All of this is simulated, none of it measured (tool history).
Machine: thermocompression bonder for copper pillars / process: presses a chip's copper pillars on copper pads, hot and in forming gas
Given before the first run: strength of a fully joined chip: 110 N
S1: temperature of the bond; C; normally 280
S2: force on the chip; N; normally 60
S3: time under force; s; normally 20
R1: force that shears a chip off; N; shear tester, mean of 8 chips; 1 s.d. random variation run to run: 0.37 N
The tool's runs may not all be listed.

Run 1, hour 0: usual settings. Result: R1 77.8 N.
Run 2, hour 13.8: usual settings. Result: R1 77.2 N.
Run 3, hour 33.3: usual settings. Result: R1 77.3 N.
Run 4, hour 52.4: usual settings but S2 42 N. Result: R1 55.9 N.
Run 5, hour 67.7: usual settings but S2 42 N. Result: R1 56.1 N.
Run 6, hour 79.6: usual settings but S2 42 N. Result: R1 56.2 N.
Run 7, hour 90.7: usual settings but S1 295 C. Result: R1 88.7 N.
Run 8, hour 109.2: usual settings but S2 48 N. Result: R1 64.6 N.
Run 9, hour 128: usual settings but S2 48 N. Result: R1 64.4 N.
Run 10, hour 144: usual settings but S2 39 N. Result: R1 51.9 N.
Run 11, hour 161.6: usual settings but S2 39 N. Result: R1 52.3 N.
Run 12, hour 180.5: usual settings but S2 39 N. Result: R1 51.6 N.
Run 13, hour 197.6: usual settings but S2 39 N. Result: R1 52.2 N.
Run 14, hour 206.9: usual settings but S2 39 N. Result: R1 51.8 N.
Run 15, hour 219.7: usual settings but S2 39 N. Result: R1 52.3 N.
Run 16, hour 239.9: usual settings but S2 39 N. Result: R1 52 N.
Run 17, hour 250.3: usual settings but S2 39 N. Result: R1 52.1 N.
At hour 253.8: forming gas filter changed.
Run 18, hour 262.4: usual settings but S2 39 N. Result: R1 51.7 N.
Run 19, hour 278.7: usual settings but S2 39 N. Result: R1 52.4 N.
Run 20, hour 298: usual settings but S2 39 N. Result: R1 52.3 N.
Run 21, hour 314.4: usual settings but S1 299 C, S2 39 N, S3 24 s. Result: R1 70.7 N.
Run 22, hour 332.1: usual settings but S1 281 C, S2 41 N, S3 40 s. Result: R1 69.6 N.
Run 23, hour 351.2: usual settings but S1 287 C, S2 44 N, S3 14 s. Result: R1 57.7 N.
Run 24, hour 365.9: usual settings but S1 301 C, S2 54 N, S3 47 s. Result: R1 100.3 N.
Run 25, hour 379.4: usual settings but S1 301 C, S2 54 N, S3 47 s. Result: R1 99.8 N.
Run 26, hour 397: usual settings but S1 287 C, S2 77 N, S3 21 s. Result: R1 96 N.
Run 27, hour 412.9: usual settings but S1 267 C, S2 65 N, S3 16 s. Result: R1 66.6 N.
Run 28, hour 421.9: usual settings but S1 267 C, S2 65 N, S3 16 s. Result: R1 67 N.
Run 29, hour 442.1: usual settings but S1 267 C, S2 65 N, S3 16 s. Result: R1 66.8 N.
Run 30, hour 450.3: usual settings but S2 40 N, S3 12 s. Result: R1 44.1 N.
Run 31, hour 458.9: usual settings but S2 40 N, S3 12 s. Result: R1 44.4 N.
Run 32, hour 479: usual settings but S2 40 N, S3 12 s. Result: R1 44.7 N.
Run 33, hour 493.3: usual settings but S2 40 N, S3 12 s. Result: R1 44.3 N.

Predict each of these 5 candidate next runs independently; none follows another, all start after run 33:
Run A, hour 503: usual settings but S2 47 N. Result: R1 ?.
Run B, hour 503: usual settings but S2 40 N, S3 17 s. Result: R1 ?.
Run C, hour 503: usual settings but S3 11 s. Result: R1 ?.
Run D, hour 503: usual settings but S1 261 C, S2 40 N, S3 12 s. Result: R1 ?.
Run E, hour 503: usual settings but S1 284 C, S2 40 N, S3 17 s. Result: R1 ?.

run    R1
  A    63
  B  50.7
  C  65.4
  D  32.2
  E  53.1
Stripped of hidden state, with their random variation kept, the same runs would have yielded:
run    R1
  A    63
  B  50.8
  C  65.4
  D  32.2
  E  53.1
